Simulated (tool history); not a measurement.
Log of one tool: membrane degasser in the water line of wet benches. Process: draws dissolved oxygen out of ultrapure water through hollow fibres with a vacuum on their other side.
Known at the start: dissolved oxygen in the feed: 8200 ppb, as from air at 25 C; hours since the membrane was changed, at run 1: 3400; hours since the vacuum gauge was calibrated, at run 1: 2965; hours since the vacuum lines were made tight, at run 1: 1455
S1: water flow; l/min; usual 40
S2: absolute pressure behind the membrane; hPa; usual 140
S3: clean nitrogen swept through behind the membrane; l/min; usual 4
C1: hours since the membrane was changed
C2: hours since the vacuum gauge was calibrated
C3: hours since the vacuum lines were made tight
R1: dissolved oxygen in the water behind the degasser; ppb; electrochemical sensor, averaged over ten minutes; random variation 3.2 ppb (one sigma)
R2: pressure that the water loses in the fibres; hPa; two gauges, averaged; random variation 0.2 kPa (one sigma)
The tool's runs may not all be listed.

run	hour	S1	S2	S3	C1	C2	C3	R1	R2
1	0	40	140	4	3400	2965	1455	332.9	449.4
2	64.7	40	140	4	3465	3029	1520	333.9	445.5
3	155.6	40	140	4	3556	3120	1611	327.5	446.8
4	207.1	40	140	4	3607	3172	1662	328.8	446.5
5	294.3	40	140	4	3694	3259	1749	330.2	449
6	354.1	40	140	4	3754	3319	1809	329.1	447.7
7	448.9	40	140	4	3849	3413	1904	332	444.1
8	498.3	40	140	4	3898	3463	1953	330.7	451.8
# hour 505.4: vacuum gauge calibrated
9	551.1	40	140	7.6	3951	46	2006	218.3	443.9
10	627.7	40	140	4	4027	122	2082	334.5	444.7
# hour 670.3: vacuum gauge calibrated, once more
11	702.8	40	140	4	4102	33	2157	329	447.6
12	755.6	40	140	4	4155	85	2210	322.7	452
13	818.6	40	140	4	4218	148	2273	331.8	451.1
14	902.6	40	140	4	4302	232	2357	321.4	451.5
15	955.4	40	140	4	4354	285	2409	327.1	445.7
16	1009	40	140	4	4408	339	2463	323	447.3
17	1078.5	41	140	2.31	4478	408	2533	489.8	459.6
18	1157.2	63	268	2.33	4556	487	2611	1473	705.9
19	1228.5	40	126	10.82	4628	558	2683	168.8	445.8
20	1302.4	62	86	7.58	4702	632	2756	424.7	693.5
21	1371.3	27	140	8.96	4770	701	2825	95	303.8
22	1419.5	48	140	4	4819	749	2873	444.1	539.7
23	1468.2	33	177	4	4867	798	2922	312	369.2
24	1507.8	33	177	4	4907	837	2962	319.6	375.3
25	1568.3	33	177	4	4967	898	3022	318.4	369.9
26	1642.5	40	300	5.91	5042	972	3097	498.1	449.9
27	1693.8	37	197	1.97	5093	1024	3148	698.6	412.8
28	1745.6	40	304	5.37	5145	1075	3200	540.5	450.3
29	1789.9	41	140	4	5189	1120	3244	341.6	461.1
30	1876.1	27	140	1.64	5275	1206	3330	400.8	300.9
31	1969.3	26	107	4	5368	1299	3423	129.7	295.8

Some steps in R1 between neighbouring runs. How much of each would the tool show without its hidden state too (settings, what came in, random variation), and how much is left for the hidden state, with any gauge scatter that isn't in both results?
The hidden state here: membrane still open, %; true pressure behind the membrane over the reading, kPa; air that leaks in behind the membrane, l/min; drift of the gauge itself on oxygen_ppb, %; drift of the gauge itself on loss_of_pressure_kpa, %.
Run 17 -> 18: S1 41 -> 63, S2 140 -> 268, S3 2.31 -> 2.33. R1 +983.2 ppb: hidden state +6.7, all else +976.5.
Run 18 -> 19: S1 63 -> 40, S2 268 -> 126, S3 2.33 -> 10.82. R1 -1304.2 ppb: hidden state -7.1, all else -1297.1.
Run 19 -> 20: S1 40 -> 62, S2 126 -> 86, S3 10.82 -> 7.58. R1 +255.9 ppb: hidden state +9.6, all else +246.3.
Run 20 -> 21: S1 62 -> 27, S2 86 -> 140, S3 7.58 -> 8.96. R1 -329.7 ppb: hidden state -13.6, all else -316.1.
Run 21 -> 22: S1 27 -> 48, S3 8.96 -> 4. R1 +349.1 ppb: hidden state +7.8, all else +341.3.
